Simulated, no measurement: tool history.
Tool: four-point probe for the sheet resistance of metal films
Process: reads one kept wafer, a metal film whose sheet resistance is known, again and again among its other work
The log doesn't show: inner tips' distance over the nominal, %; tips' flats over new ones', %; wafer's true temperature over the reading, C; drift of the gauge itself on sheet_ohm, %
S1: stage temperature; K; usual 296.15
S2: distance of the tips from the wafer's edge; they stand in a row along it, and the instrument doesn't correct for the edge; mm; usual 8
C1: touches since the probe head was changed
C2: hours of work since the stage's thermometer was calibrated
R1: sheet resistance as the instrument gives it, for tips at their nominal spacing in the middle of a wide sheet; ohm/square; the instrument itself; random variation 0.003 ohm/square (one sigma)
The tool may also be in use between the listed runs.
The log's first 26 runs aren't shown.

Run 27, hour 1286.1: usual settings but S1 299.15 K; C1 66783; C2 234. Result: R1 14.822538 ohm/square.
Run 28, hour 1351.3: usual settings but S1 292.15 K, S2 12 mm; C1 68619; C2 279. Result: R1 14.690186 ohm/square.
Run 29, hour 1382.3: usual settings but S1 294.15 K, S2 12 mm; C1 69492; C2 300. Result: R1 14.691475 ohm/square.
Run 30, hour 1411.8: usual settings but S2 47 mm; C1 70323; C2 320. Result: R1 14.617573 ohm/square.
Run 31, hour 1483.6: usual settings but S1 297.15 K, S2 3 mm; C1 72347; C2 370. Result: R1 15.898869 ohm/square.
Run 32, hour 1539.1: usual settings but S1 292.15 K, S2 11 mm; C1 73910; C2 408. Result: R1 14.700021 ohm/square.
Run 33, hour 1588.1: usual settings but S1 291.15 K, S2 16 mm; C1 75290; C2 442. Result: R1 14.644099 ohm/square.
Run 34, hour 1636.9: usual settings but S1 291.15 K, S2 16 mm; C1 76665; C2 475. Result: R1 14.644004 ohm/square.
Run 35, hour 1707.8: usual settings but S1 291.15 K, S2 16 mm; C1 78664; C2 524. Result: R1 14.643653 ohm/square.
Run 36, hour 1738.3: usual settings but S1 291.15 K, S2 9 mm; C1 79521; C2 545. Result: R1 14.749254 ohm/square.
Run 37, hour 1775.2: usual settings but S1 291.15 K, S2 9 mm; C1 80562; C2 570. Result: R1 14.746666 ohm/square.
Run 38, hour 1806.3: usual settings but S1 291.15 K, S2 9 mm; C1 81438; C2 592. Result: R1 14.749705 ohm/square.
Run 39, hour 1857.6: usual settings but S1 291.15 K, S2 9 mm; C1 82884; C2 627. Result: R1 14.746409 ohm/square.
Run 40, hour 1891.5: usual settings but S1 303.15 K, S2 61 mm; C1 83838; C2 650. Result: R1 14.635628 ohm/square.
Run 41, hour 1961.4: usual settings but S1 292.15 K, S2 61 mm; C1 85809; C2 699. Result: R1 14.597355 ohm/square.
Run 42, hour 2005.3: usual settings but S1 295.15 K, S2 13 mm; C1 87043; C2 729. Result: R1 14.676941 ohm/square.
Run 43, hour 2037.1: usual settings but S1 298.15 K, S2 20 mm; C1 87939; C2 751. Result: R1 14.640366 ohm/square.
Run 44, hour 2096.1: usual settings but S1 306.15 K, S2 5 mm; C1 89603; C2 791. Result: R1 15.129176 ohm/square.

4 ways to go on from here, each from the tool as it stands after run 44. What would each give?
Run A, hour 2160.3: usual settings but S2 54 mm; C1 91410; C2 835. Result: R1 ?.
Run B, hour 2160.3: usual settings but S1 295.15 K, S2 26 mm; C1 91410; C2 835. Result: R1 ?.
Run C, hour 2160.3: usual settings but S1 294.15 K, S2 21 mm; C1 91410; C2 835. Result: R1 ?.
Run D, hour 2160.3: usual settings but S2 14 mm; C1 91410; C2 835. Result: R1 ?.

run         R1
  A  14.608104
  B  14.616471
  C  14.630623
  D  14.669245
Without the tool's hidden state the same runs would have given:
run         R1
  A  14.737934
  B  14.746342
  C  14.760588
  D  14.799575
